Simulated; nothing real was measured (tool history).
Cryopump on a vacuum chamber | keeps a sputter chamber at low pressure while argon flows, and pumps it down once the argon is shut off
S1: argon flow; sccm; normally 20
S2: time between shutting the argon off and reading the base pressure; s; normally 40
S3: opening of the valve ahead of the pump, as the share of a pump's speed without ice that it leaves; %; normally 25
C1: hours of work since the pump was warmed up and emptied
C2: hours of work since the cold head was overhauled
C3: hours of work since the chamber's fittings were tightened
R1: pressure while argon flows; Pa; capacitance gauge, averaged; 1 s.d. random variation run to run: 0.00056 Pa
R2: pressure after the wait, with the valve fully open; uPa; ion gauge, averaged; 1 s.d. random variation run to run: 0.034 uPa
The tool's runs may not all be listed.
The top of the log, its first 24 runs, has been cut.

run,day,S1,S2,S3,C1,C2,C3,R1,R2
25,33.458,23,102,25,280,1055,826,0.0737,1.49
26,34.446,23,102,25,295,1071,842,0.0739,1.57
27,36.079,9,185,42,321,1096,868,0.0168,1.24
28,37.167,20,122,25,339,1114,885,0.0632,1.43
29,38.354,22,191,38,357,1133,904,0.0467,1.25
30,39.462,21,265,44,375,1150,922,0.0383,1.18
31,40.683,10,171,17,394,1170,941,0.0471,1.30
32,42.275,10,171,17,420,1195,966,0.0463,1.36
33,43.704,20,108,25,442,1218,989,0.0649,1.64

For run 34, what comes out?
34,45.192,20,108,25,466,1241,1012,?,?

{"run 34": {"R1": 0.0645, "R2": 1.66}}
If the tool had no hidden condition, the same run with the same run-to-run variation would have returned R1 0.0625 Pa, R2 0.78 uPa.
